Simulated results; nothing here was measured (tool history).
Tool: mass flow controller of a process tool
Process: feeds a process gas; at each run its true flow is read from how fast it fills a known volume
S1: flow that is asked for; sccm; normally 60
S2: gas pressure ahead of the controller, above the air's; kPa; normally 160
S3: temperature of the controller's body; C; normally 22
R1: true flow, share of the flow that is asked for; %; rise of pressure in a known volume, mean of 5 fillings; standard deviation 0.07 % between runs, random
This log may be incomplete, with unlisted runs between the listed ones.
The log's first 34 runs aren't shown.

run,day,S1,S2,S3,R1
35,99.538,32,160,37,99.25
36,101.158,86,179,37,99.65
37,103.154,145,192,27,99.54
38,106.171,20,162,20,97.84
39,109.217,20,162,20,98.11
40,112.250,20,162,20,97.95
41,113.933,129,209,20,99.09
42,116.092,94,183,22,98.79
43,118.033,94,261,33,99.76
44,120.362,192,232,20,99.74
45,122.158,60,230,22,98.54
46,124.575,60,230,22,98.69
47,126.621,198,230,21,99.75
48,130.329,60,160,34,99.13
49,134.325,60,160,34,99.19

Consider 4 possible next runs. They are alternatives, not a sequence: every one starts from the tool as it was left by run 49. What does each give?
A,136.296,22,169,27,?
B,136.296,60,242,34,?
C,136.296,60,173,22,?
D,136.296,57,210,24,?

run,R1
A,98.38
B,99.44
C,98.48
D,98.59
Without the tool's hidden state the same runs would have given:
run,R1
A,98.36
B,99.44
C,98.48
D,98.58

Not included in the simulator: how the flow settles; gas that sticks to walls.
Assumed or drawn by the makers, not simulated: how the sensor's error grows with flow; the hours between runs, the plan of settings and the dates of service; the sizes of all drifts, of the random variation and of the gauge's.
